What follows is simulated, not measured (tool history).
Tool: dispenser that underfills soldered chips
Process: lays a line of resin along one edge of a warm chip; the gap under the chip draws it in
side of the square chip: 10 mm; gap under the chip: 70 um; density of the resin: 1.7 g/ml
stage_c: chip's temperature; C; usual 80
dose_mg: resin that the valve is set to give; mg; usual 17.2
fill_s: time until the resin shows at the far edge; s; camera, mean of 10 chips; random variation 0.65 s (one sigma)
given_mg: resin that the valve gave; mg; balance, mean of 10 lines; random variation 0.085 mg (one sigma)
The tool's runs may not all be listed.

| run | day | stage_c | dose_mg | fill_s | given_mg |
|---|---|---|---|---|---|
| 1 | 0.000 | 80 | 17.2 | 85.0 | 16.66 |
| 2 | 0.204 | 80 | 17.2 | 115.4 | 16.64 |
| 3 | 0.417 | 80 | 17.2 | 74.3 | 16.48 |
| 4 | 0.538 | 80 | 17.2 | 88.1 | 16.54 |
| 5 | 0.712 | 80 | 17.2 | 115.5 | 16.29 |
| 6 | 0.879 | 80 | 17.2 | 66.7 | 16.35 |
| 7 | 1.017 | 80 | 17.2 | 82.0 | 16.41 |
| 8 | 1.171 | 80 | 17.2 | 103.1 | 16.36 |
| 9 | 1.400 | 80 | 17.2 | 66.1 | 16.20 |
| 10 | 1.575 | 66 | 17.2 | 184.3 | 16.33 |
| 11 | 1.688 | 66 | 17.2 | 219.2 | 16.27 |
| 12 | 1.842 | 66 | 17.2 | 124.7 | 16.22 |
| 13 | 1.971 | 80 | 17.2 | 71.5 | 16.07 |
| 14 | 2.183 | 80 | 17.2 | 99.8 | 16.19 |
| 15 | 2.412 | 80 | 17.2 | 63.3 | 15.98 |
| 16 | 2.617 | 74 | 15.4 | 121.7 | 14.24 |
| 17 | 2.762 | 74 | 15.4 | 153.2 | 14.29 |
| 18 | 2.992 | 82 | 17.2 | 65.6 | 16.02 |
| 19 | 3.112 | 90 | 22.4 | 50.2 | 20.60 |
| 20 | 3.312 | 80 | 16.2 | 119.7 | 14.99 |
| 21 | 3.550 | 68 | 16.4 | 142.7 | 15.00 |
| 22 | 3.775 | 83 | 16.4 | 92.7 | 15.06 |
| 23 | 3.958 | 83 | 16.4 | 54.3 | 14.89 |
| 24 | 4.175 | 83 | 16.4 | 77.1 | 14.83 |
| 25 | 4.308 | 88 | 14.9 | 76.7 | 13.34 |
| 26 | 4.504 | 88 | 14.9 | 45.4 | 13.36 |
| 27 | 4.704 | 93 | 20.2 | 45.2 | 18.09 |
| 28 | 4.921 | 93 | 20.2 | 61.9 | 18.12 |
| 29 | 5.125 | 93 | 17.2 | 39.7 | 15.35 |

Not shown: 10 entries that the log had between the listed runs. Between which runs, and how does the tool's hidden state differ before and after?
Between runs 2 and 3: new syringe of resin (day 0.258)
  resin's viscosity, % of fresh resin's: 204.3 -> 128.9; dose that the valve gives, % of what is set: 96.45 -> 96.12; true chip temperature over the reading, C: 0.34 -> 0.35
  measured less the result without the state, fill_s: +58.4 -> +16.0 s; given_mg: -0.61 -> -0.66 mg
Between runs 5 and 6: new syringe of resin (day 0.779)
  resin's viscosity, % of fresh resin's: 203.8 -> 117.5; dose that the valve gives, % of what is set: 95.68 -> 95.44; true chip temperature over the reading, C: 0.37 -> 0.38
  measured less the result without the state, fill_s: +58.3 -> +9.5 s; given_mg: -0.74 -> -0.78 mg
Between runs 8 and 9: new syringe of resin (day 1.296)
  resin's viscosity, % of fresh resin's: 184.7 -> 117.6; dose that the valve gives, % of what is set: 95.01 -> 94.68; true chip temperature over the reading, C: 0.39 -> 0.41
  measured less the result without the state, fill_s: +46.8 -> +9.4 s; given_mg: -0.85 -> -0.92 mg
Between runs 11 and 12: new syringe of resin (day 1.812)
  resin's viscosity, % of fresh resin's: 183.8 -> 103.6; dose that the valve gives, % of what is set: 94.24 -> 94.02; true chip temperature over the reading, C: 0.42 -> 0.43
  measured less the result without the state, fill_s: +98.6 -> +3.1 s; given_mg: -0.99 -> -1.03 mg
Between runs 14 and 15: new syringe of resin (day 2.333)
  resin's viscosity, % of fresh resin's: 176.5 -> 111.2; dose that the valve gives, % of what is set: 93.48 -> 93.16; true chip temperature over the reading, C: 0.45 -> 0.46
  measured less the result without the state, fill_s: +42.7 -> +5.9 s; given_mg: -1.12 -> -1.17 mg
Between runs 17 and 18: new syringe of resin (day 2.854)
  resin's viscosity, % of fresh resin's: 191.2 -> 125.8; dose that the valve gives, % of what is set: 92.59 -> 92.28; true chip temperature over the reading, C: 0.48 -> 0.49
  measured less the result without the state, fill_s: +73.2 -> +13.0 s; given_mg: -1.15 -> -1.34 mg
Between runs 20 and 21: new syringe of resin (day 3.379)
  resin's viscosity, % of fresh resin's: 206.9 -> 130.7; dose that the valve gives, % of what is set: 91.8 -> 91.45; true chip temperature over the reading, C: 0.51 -> 0.52
  measured less the result without the state, fill_s: +61.9 -> +33.1 s; given_mg: -1.33 -> -1.41 mg
Between runs 22 and 23: new syringe of resin (day 3.904)
  resin's viscosity, % of fresh resin's: 185.5 -> 109.3; dose that the valve gives, % of what is set: 91.09 -> 90.82; true chip temperature over the reading, C: 0.54 -> 0.55
  measured less the result without the state, fill_s: +42.6 -> +4.6 s; given_mg: -1.46 -> -1.51 mg
Between runs 25 and 26: new syringe of resin (day 4.429)
  resin's viscosity, % of fresh resin's: 187.9 -> 111.7; dose that the valve gives, % of what is set: 90.27 -> 89.96; true chip temperature over the reading, C: 0.57 -> 0.58
  measured less the result without the state, fill_s: +36.4 -> +5.5 s; given_mg: -1.45 -> -1.49 mg
Between runs 28 and 29: new syringe of resin (day 4.950)
  resin's viscosity, % of fresh resin's: 213.2 -> 131.3; dose that the valve gives, % of what is set: 89.31 -> 89.01; true chip temperature over the reading, C: 0.6 -> 0.61
  measured less the result without the state, fill_s: +32.5 -> +9.4 s; given_mg: -2.16 -> -1.89 mg
